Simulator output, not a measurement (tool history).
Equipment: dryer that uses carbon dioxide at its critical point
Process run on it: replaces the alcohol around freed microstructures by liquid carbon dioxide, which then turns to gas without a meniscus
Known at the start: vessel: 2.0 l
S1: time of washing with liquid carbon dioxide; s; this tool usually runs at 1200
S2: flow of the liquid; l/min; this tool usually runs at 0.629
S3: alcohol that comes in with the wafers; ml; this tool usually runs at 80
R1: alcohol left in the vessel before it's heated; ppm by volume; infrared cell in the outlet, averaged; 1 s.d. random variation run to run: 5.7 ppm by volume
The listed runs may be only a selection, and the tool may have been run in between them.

{"run": 1, "hour": 0.0, "S1": 1200, "S2": 0.629, "S3": 80, "R1": 251}
{"run": 2, "hour": 9.5, "S1": 1200, "S2": 0.629, "S3": 80, "R1": 239}
{"run": 3, "hour": 14.5, "S1": 1200, "S2": 0.629, "S3": 80, "R1": 250}
{"run": 4, "hour": 21.3, "S1": 1200, "S2": 0.629, "S3": 80, "R1": 242}
{"run": 5, "hour": 28.9, "S1": 1200, "S2": 0.629, "S3": 80, "R1": 255}
{"run": 6, "hour": 37.5, "S1": 1200, "S2": 0.629, "S3": 80, "R1": 252}
{"run": 7, "hour": 43.6, "S1": 1200, "S2": 0.629, "S3": 80, "R1": 249}
{"run": 8, "hour": 51.1, "S1": 1200, "S2": 0.629, "S3": 80, "R1": 257}
{"run": 9, "hour": 58.5, "S1": 1200, "S2": 0.629, "S3": 26, "R1": 118}
{"run": 10, "hour": 62.7, "S1": 1200, "S2": 0.629, "S3": 26, "R1": 124}
{"run": 11, "hour": 72.5, "S1": 1200, "S2": 0.629, "S3": 29, "R1": 128}
{"run": 12, "hour": 82.4, "S1": 1200, "S2": 0.629, "S3": 29, "R1": 139}
{"run": 13, "hour": 89.9, "S1": 780, "S2": 0.567, "S3": 80, "R1": 1885}
{"run": 14, "hour": 95.3, "S1": 1080, "S2": 1.029, "S3": 29, "R1": 66}
{"run": 15, "hour": 104.1, "S1": 1080, "S2": 1.029, "S3": 29, "R1": 72}
{"run": 16, "hour": 108.2, "S1": 1200, "S2": 0.629, "S3": 54, "R1": 196}
{"run": 17, "hour": 112.3, "S1": 1860, "S2": 0.528, "S3": 80, "R1": 100}
{"run": 18, "hour": 116.5, "S1": 1860, "S2": 0.608, "S3": 80, "R1": 78}
{"run": 19, "hour": 123.6, "S1": 1200, "S2": 0.99, "S3": 67, "R1": 73}
{"run": 20, "hour": 133.5, "S1": 780, "S2": 0.912, "S3": 28, "R1": 158}
{"run": 21, "hour": 143.6, "S1": 780, "S2": 0.912, "S3": 28, "R1": 162}
{"run": 22, "hour": 152.7, "S1": 780, "S2": 0.461, "S3": 28, "R1": 1266}
{"run": 23, "hour": 160.0, "S1": 780, "S2": 0.461, "S3": 28, "R1": 1281}

Forecast each of these 3 alternatives for the next run:
{"run": "A", "hour": 168.4, "S1": 1320, "S2": 0.467, "S3": 74, "R1": "?"}
{"run": "B", "hour": 168.4, "S1": 1320, "S2": 0.461, "S3": 28, "R1": "?"}
{"run": "C", "hour": 168.4, "S1": 1200, "S2": 0.629, "S3": 46, "R1": "?"}

run=A R1=623
run=B R1=290
run=C R1=201
Without the tool's unlogged condition, the same runs would have read:
run=A R1=464
run=B R1=192
run=C R1=114
